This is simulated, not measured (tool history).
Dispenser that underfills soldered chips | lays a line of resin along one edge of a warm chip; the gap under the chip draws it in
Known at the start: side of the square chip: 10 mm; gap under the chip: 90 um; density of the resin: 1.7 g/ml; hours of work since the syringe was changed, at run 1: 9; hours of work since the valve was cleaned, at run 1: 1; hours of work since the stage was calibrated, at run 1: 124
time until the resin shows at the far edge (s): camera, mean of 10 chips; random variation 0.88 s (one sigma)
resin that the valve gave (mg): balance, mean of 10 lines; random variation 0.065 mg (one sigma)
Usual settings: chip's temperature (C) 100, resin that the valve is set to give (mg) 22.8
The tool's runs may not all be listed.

run    day  chip's temperature (C)  resin that the valve is set to give (mg)  hours of work since the syringe was changed  hours of work since the valve was cleaned  hours of work since the stage was calibrated  time until the resin shows at the far edge (s)  resin that the valve gave (mg)
  1  0.000                     100                                      22.8                                            9                                          1                                           124                                           133.7                           22.79
     0.138  -- new syringe of resin
  2  0.179                     100                                      22.8                                            1                                          4                                           127                                            88.6                           22.68
  3  0.438                     100                                      22.8                                            5                                          8                                           132                                           111.9                           22.66
  4  0.683                     108                                      22.8                                           10                                         12                                           136                                           111.9                           22.59
     0.792  -- new syringe of resin
  5  0.854                     108                                      29.5                                            1                                         15                                           139                                            70.3                           29.10
  6  1.025                     108                                      29.5                                            4                                         18                                           142                                            82.2                           29.07
  7  1.200                     112                                      22.8                                            7                                         21                                           145                                            89.8                           22.55
  8  1.396                     100                                      25.6                                           11                                         25                                           148                                           146.3                           25.30
     1.454  -- new syringe of resin
  9  1.621                     100                                      26.7                                            3                                         28                                           152                                            98.5                           26.15
 10  1.742                     100                                      26.7                                            5                                         31                                           154                                           109.2                           26.23
 11  2.000                     100                                      24.4                                           10                                         35                                           159                                           140.5                           23.94
     2.117  -- new syringe of resin
 12  2.142                     110                                      22.8                                            0                                         37                                           161                                            65.3                           22.25
 13  2.250                     107                                      22.8                                            2                                         39                                           163                                            78.9                           22.29
 14  2.379                     100                                      22.8                                            5                                         41                                           165                                           108.7                           22.27
     2.471  -- dispensing valve cleaned and set on the balance
 15  2.633                      88                                      22.8                                            8                                          3                                           169                                           188.3                           22.74
     2.821  -- new syringe of resin
 16  2.821                      88                                      22.8                                            0                                          6                                           172                                           124.3                           22.65
 17  2.950                      88                                      22.8                                            2                                          8                                           174                                           141.0                           22.62
 18  3.204                     100                                      23.1                                            7                                         13                                           179                                           123.3                           22.91
 19  3.388                     100                                      23.1                                           10                                         16                                           182                                           145.8                           22.74
     3.488  -- new syringe of resin
 20  3.550                      96                                      22.5                                            1                                         18                                           185                                           102.1                           22.26
 21  3.788                     100                                      22.8                                            5                                         23                                           189                                           116.9                           22.51
 22  3.938                     100                                      22.8                                            8                                         25                                           191                                           131.9                           22.34
 23  4.108                     100                                      24.4                                           11                                         28                                           194                                           153.3                           23.96
     4.146  -- new syringe of resin
 24  4.271                     100                                      24.4                                            2                                         31                                           197                                            96.5                           23.94
 25  4.533                     109                                      29.0                                            7                                         35                                           202                                            96.0                           28.28
 26  4.758                      85                                      21.0                                           11                                         39                                           205                                           245.8                           20.42
     4.808  -- new syringe of resin
     4.983  -- dispensing valve cleaned and set on the balance
 27  4.983                      97                                      19.4                                            2                                          0                                           208                                           110.5                           19.34
 28  5.150                      94                                      25.7                                            5                                          3                                           211                                           131.5                           25.73
 29  5.296                      94                                      25.7                                            8                                          6                                           214                                           150.9                           25.61
     5.508  -- new syringe of resin
 30  5.529                      89                                      21.6                                            0                                          9                                           218                                           124.9                           21.49
 31  5.721                      89                                      21.6                                            4                                         13                                           221                                           149.0                           21.55
 32  5.929                      89                                      21.3                                            7                                         16                                           225                                           179.8                           21.17
     6.162  -- new syringe of resin
 33  6.167                      89                                      21.3                                            0                                         20                                           229                                           123.7                           21.16
 34  6.400                      98                                      21.5                                            4                                         24                                           233                                           114.4                           21.23
 35  6.608                     107                                      25.7                                            8                                         28                                           237                                           106.2                           25.43
     6.829  -- new syringe of resin
 36  6.846                      88                                      29.1                                            0                                         32                                           240                                           125.9                           28.61
 37  7.075                     106                                      20.6                                            4                                         36                                           245                                            93.7                           20.21

Hidden state at the last listed run before each entry between runs and at the first one after, where it differs:
Between runs 1 and 2: new syringe of resin (day 0.138)
  resin's viscosity, % of fresh resin's: 159.1 -> 103.9; dose that the valve gives, % of what is set: 99.77 -> 99.6; true chip temperature over the reading, C: -1.13 -> -1.16
  measured less the result without the state, time until the resin shows at the far edge (s): +52.5 -> +6.2; resin that the valve gave (mg): -0.05 -> -0.09
Between runs 4 and 5: new syringe of resin (day 0.792)
  resin's viscosity, % of fresh resin's: 164.4 -> 105.4; dose that the valve gives, % of what is set: 99.1 -> 98.95; true chip temperature over the reading, C: -1.22 -> -1.25
  measured less the result without the state, time until the resin shows at the far edge (s): +46.4 -> +5.9; resin that the valve gave (mg): -0.21 -> -0.31
Between runs 8 and 9: new syringe of resin (day 1.454)
  resin's viscosity, % of fresh resin's: 173.2 -> 116.4; dose that the valve gives, % of what is set: 98.38 -> 98.18; true chip temperature over the reading, C: -1.32 -> -1.35
  measured less the result without the state, time until the resin shows at the far edge (s): +65.3 -> +17.4; resin that the valve gave (mg): -0.42 -> -0.49
Between runs 11 and 12: new syringe of resin (day 2.117)
  resin's viscosity, % of fresh resin's: 164.5 -> 101.1; dose that the valve gives, % of what is set: 97.78 -> 97.65; true chip temperature over the reading, C: -1.4 -> -1.41
  measured less the result without the state, time until the resin shows at the far edge (s): +58.8 -> +3.3; resin that the valve gave (mg): -0.54 -> -0.53
Between runs 14 and 15: dispensing valve cleaned and set on the balance (day 2.471)
  resin's viscosity, % of fresh resin's: 125.2 -> 152.2; dose that the valve gives, % of what is set: 97.41 -> 99.6; true chip temperature over the reading, C: -1.44 -> -1.47
  measured less the result without the state, time until the resin shows at the far edge (s): +25.7 -> +70.1; resin that the valve gave (mg): -0.59 -> -0.09
Between runs 15 and 16: new syringe of resin (day 2.821)
  resin's viscosity, % of fresh resin's: 152.2 -> 101.2; dose that the valve gives, % of what is set: 99.6 -> 99.41; true chip temperature over the reading, C: -1.47 -> -1.49
  measured less the result without the state, time until the resin shows at the far edge (s): +70.1 -> +7.1; resin that the valve gave (mg): -0.09 -> -0.13
Between runs 19 and 20: new syringe of resin (day 3.488)
  resin's viscosity, % of fresh resin's: 169.7 -> 106.1; dose that the valve gives, % of what is set: 98.81 -> 98.64; true chip temperature over the reading, C: -1.57 -> -1.59
  measured less the result without the state, time until the resin shows at the far edge (s): +63.9 -> +10.4; resin that the valve gave (mg): -0.27 -> -0.31
Between runs 23 and 24: new syringe of resin (day 4.146)
  resin's viscosity, % of fresh resin's: 176.6 -> 112.3; dose that the valve gives, % of what is set: 98.05 -> 97.9; true chip temperature over the reading, C: -1.67 -> -1.69
  measured less the result without the state, time until the resin shows at the far edge (s): +70.8 -> +14.8; resin that the valve gave (mg): -0.48 -> -0.51
Between runs 26 and 27: new syringe of resin (day 4.808); dispensing valve cleaned and set on the balance (day 4.983)
  resin's viscosity, % of fresh resin's: 175.1 -> 110.7; dose that the valve gives, % of what is set: 97.41 -> 100.14; true chip temperature over the reading, C: -1.76 -> -1.78
  measured less the result without the state, time until the resin shows at the far edge (s): +113.8 -> +15.7; resin that the valve gave (mg): -0.54 -> +0.03
Between runs 29 and 30: new syringe of resin (day 5.508)
  resin's viscosity, % of fresh resin's: 147.5 -> 102.3; dose that the valve gives, % of what is set: 99.82 -> 99.58; true chip temperature over the reading, C: -1.82 -> -1.85
  measured less the result without the state, time until the resin shows at the far edge (s): +54.0 -> +9.6; resin that the valve gave (mg): -0.04 -> -0.10
Between runs 32 and 33: new syringe of resin (day 6.162)
  resin's viscosity, % of fresh resin's: 147.1 -> 99.9; dose that the valve gives, % of what is set: 99.17 -> 98.96; true chip temperature over the reading, C: -1.9 -> -1.93
  measured less the result without the state, time until the resin shows at the far edge (s): +64.9 -> +7.1; resin that the valve gave (mg): -0.18 -> -0.23
Between runs 35 and 36: new syringe of resin (day 6.829)
  resin's viscosity, % of fresh resin's: 149.9 -> 102; dose that the valve gives, % of what is set: 98.5 -> 98.26; true chip temperature over the reading, C: -1.99 -> -2.02
  measured less the result without the state, time until the resin shows at the far edge (s): +39.4 -> +9.9; resin that the valve gave (mg): -0.39 -> -0.51

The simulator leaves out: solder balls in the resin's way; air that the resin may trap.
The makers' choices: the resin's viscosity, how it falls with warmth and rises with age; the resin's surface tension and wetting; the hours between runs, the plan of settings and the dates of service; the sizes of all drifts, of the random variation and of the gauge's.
